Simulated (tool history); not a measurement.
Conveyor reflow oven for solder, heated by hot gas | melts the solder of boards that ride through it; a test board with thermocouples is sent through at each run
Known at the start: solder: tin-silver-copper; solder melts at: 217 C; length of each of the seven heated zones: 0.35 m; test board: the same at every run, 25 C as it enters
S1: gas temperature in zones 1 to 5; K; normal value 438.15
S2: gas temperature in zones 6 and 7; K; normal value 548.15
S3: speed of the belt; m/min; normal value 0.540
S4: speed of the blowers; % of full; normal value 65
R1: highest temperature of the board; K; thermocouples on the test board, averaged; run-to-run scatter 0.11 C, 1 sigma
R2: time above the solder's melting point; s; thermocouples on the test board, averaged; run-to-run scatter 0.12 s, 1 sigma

run,hour,S1,S2,S3,S4,R1,R2
1,0.0,438.15,548.15,0.540,65,526.55,54.9
2,69.3,438.15,548.15,0.540,65,526.15,54.5
# hour 141.5: flux residue cleaned out of gas plates and filters
3,141.5,438.15,548.15,0.540,65,527.75,56.3
4,220.5,438.15,548.15,0.500,65,530.25,63.1
5,260.6,438.15,548.15,0.465,65,532.85,70.3
# hour 268.7: thermocouples of zones 6 and 7 changed
6,332.3,438.15,548.15,0.445,65,531.85,73.3
# hour 407.6: flux residue cleaned out of gas plates and filters
7,411.6,438.15,548.15,0.445,65,533.15,74.3
8,465.5,438.15,548.15,0.540,65,525.65,54.6
9,514.7,438.15,548.15,0.540,65,525.55,54.1
10,551.2,438.15,548.15,0.540,65,525.15,54.3
11,620.7,438.15,548.15,0.540,65,524.75,53.6
# hour 670.0: flux residue cleaned out of gas plates and filters
12,685.2,438.15,542.15,0.540,65,521.35,51.1
13,769.7,438.15,548.15,0.540,65,525.75,54.9
14,822.7,438.15,548.15,0.434,65,533.65,77.0
15,884.7,438.15,546.15,0.540,65,523.45,52.8
# hour 933.4: flux residue cleaned out of gas plates and filters
16,953.1,441.15,540.15,0.445,59,525.65,69.6
17,1004.6,448.15,548.15,0.643,74,523.95,46.9
18,1039.7,434.15,548.15,0.551,54,520.45,47.2
19,1081.5,439.15,558.15,0.551,85,538.85,63.2
# hour 1159.9: belt drive overhauled, speed set with a stopwatch
20,1166.6,443.15,539.15,0.540,85,522.65,54.2
# hour 1198.5: flux residue cleaned out of gas plates and filters
21,1224.5,443.15,539.15,0.540,85,524.75,56.2
22,1258.8,443.15,539.15,0.540,85,524.45,56.0
23,1318.9,443.15,546.15,0.485,80,532.85,69.2
24,1392.8,445.15,542.15,0.610,73,518.85,44.1
# hour 1461.7: flux residue cleaned out of gas plates and filters
25,1481.1,428.15,551.15,0.540,54,523.35,48.6
26,1543.6,438.15,538.15,0.540,65,518.45,48.0
27,1626.6,446.15,552.15,0.469,89,541.25,78.4
28,1684.8,437.15,548.15,0.620,68,520.05,41.7
# hour 1725.4: flux residue cleaned out of gas plates and filters
29,1767.9,440.15,548.15,0.620,68,523.05,45.0
# hour 1777.7: thermocouples of zones 6 and 7 changed
30,1830.2,440.15,548.15,0.620,68,520.75,43.1

Results per run with the tool's hidden condition removed, run-to-run variation unchanged:
Hidden conditions of the tool in this case: heat that the gas passes to the board, % of a clean oven's; belt's true speed, % of the reading; true gas temperature in zones 6 and 7 over the reading, C; drift of the gauge itself on peak_c, C; drift of the gauge itself on liquid_s, %.
run,R1,R2
1,525.65,54.2
2,525.85,54.2
3,525.75,54.4
4,528.65,61.6
5,531.45,68.9
6,532.85,73.6
7,532.85,73.4
8,525.65,54.2
9,525.85,54.0
10,525.65,54.5
11,525.85,54.2
12,520.75,50.0
13,525.75,54.4
14,533.65,76.2
15,524.15,53.0
16,524.55,67.8
17,523.55,46.0
18,519.95,46.3
19,539.05,62.5
20,523.65,55.7
21,523.85,55.7
22,523.75,55.7
23,532.45,69.1
24,519.45,45.1
25,521.95,47.3
26,517.45,47.1
27,540.55,77.9
28,520.55,42.3
29,521.45,43.7
30,521.35,43.5

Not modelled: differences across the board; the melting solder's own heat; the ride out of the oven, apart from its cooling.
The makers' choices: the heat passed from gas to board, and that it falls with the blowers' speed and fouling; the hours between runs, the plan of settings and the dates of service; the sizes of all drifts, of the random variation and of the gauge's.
